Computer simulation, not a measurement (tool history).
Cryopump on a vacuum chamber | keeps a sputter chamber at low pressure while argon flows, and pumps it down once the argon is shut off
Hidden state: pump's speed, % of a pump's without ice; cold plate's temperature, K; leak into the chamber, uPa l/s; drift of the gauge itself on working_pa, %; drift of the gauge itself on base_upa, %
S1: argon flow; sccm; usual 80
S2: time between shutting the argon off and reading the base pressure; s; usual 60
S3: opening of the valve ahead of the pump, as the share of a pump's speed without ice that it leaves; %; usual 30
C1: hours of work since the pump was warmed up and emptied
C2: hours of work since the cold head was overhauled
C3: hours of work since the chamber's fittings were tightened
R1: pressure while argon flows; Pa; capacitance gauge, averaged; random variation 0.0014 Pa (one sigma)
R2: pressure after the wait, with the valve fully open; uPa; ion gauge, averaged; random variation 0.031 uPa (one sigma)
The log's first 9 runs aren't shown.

run    hour   S1   S2  S3   C1   C2    C3      R1    R2
 10   447.4   80   60  15  338  338  1180  0.6822  2.33
 11   489.7   80   60  15  365  365  1207  0.6824  2.36
 12   524.2   80  129  30  387  387  1229  0.3464  1.65
 13   578.7   80  129  30  422  422  1264   0.348  1.62
 14   633.3   80   60  30  456  456  1299  0.3428  2.53
 15   704.7   80   60  30  502  502  1344  0.3485  2.51
 16   748.4  135   60  55  530  530  1372  0.3311  2.41
 17   779.8   63   37  30  550  550  1392  0.2758  3.33
 18   837.7   33  112  33  587  587  1429  0.1324  1.98
 19   901.2   96   87  30  627  627  1470  0.4213  2.18
 20   938.2   95   93  28  651  651  1493  0.4471  2.14
 21    1000   51   60  36  691  691  1533  0.1885  2.65
 22  1074.9   35   91  25  738  738  1580   0.184  2.29
 23  1127.9   35   91  25  772  772  1614  0.1846  2.21
 24  1175.9  105  246  32  803  803  1645  0.4348  1.69
 25  1206.2  114   42  29  822  822  1664  0.5267  3.47
 26  1252.4  114   42  29  852  852  1694  0.5262  3.43
 27  1289.5  114   42  29  875  875  1718  0.5251  3.39
 28  1320.6   86   60  30  895  895  1737  0.3859  2.85
 29  1376.3   55  211  30  931  931  1773  0.2461  1.87
 30  1432.6   84  168  30  967  967  1809  0.3793  2.02

5 ways to go on from here, each from the tool as it stands after run 30. What would each give?
  A  1467.8  126   21  18  989  989  1831   ?   ?
  B  1467.8   84  245  30  989  989  1831   ?   ?
  C  1467.8   56   60  30  989  989  1831   ?   ?
  D  1467.8   41  168  30  989  989  1831   ?   ?
  E  1467.8   80   30  25  989  989  1831   ?   ?

run      R1    R2
  A  0.9201  5.35
  B  0.3796  1.99
  C  0.2525     3
  D  0.1855  2.11
  E  0.4267  4.27
Without the tool's hidden state the same runs would have given:
run      R1    R2
  A   0.881  3.99
  B  0.3535   0.6
  C   0.235   1.6
  D  0.1727  0.71
  E  0.4019   2.9
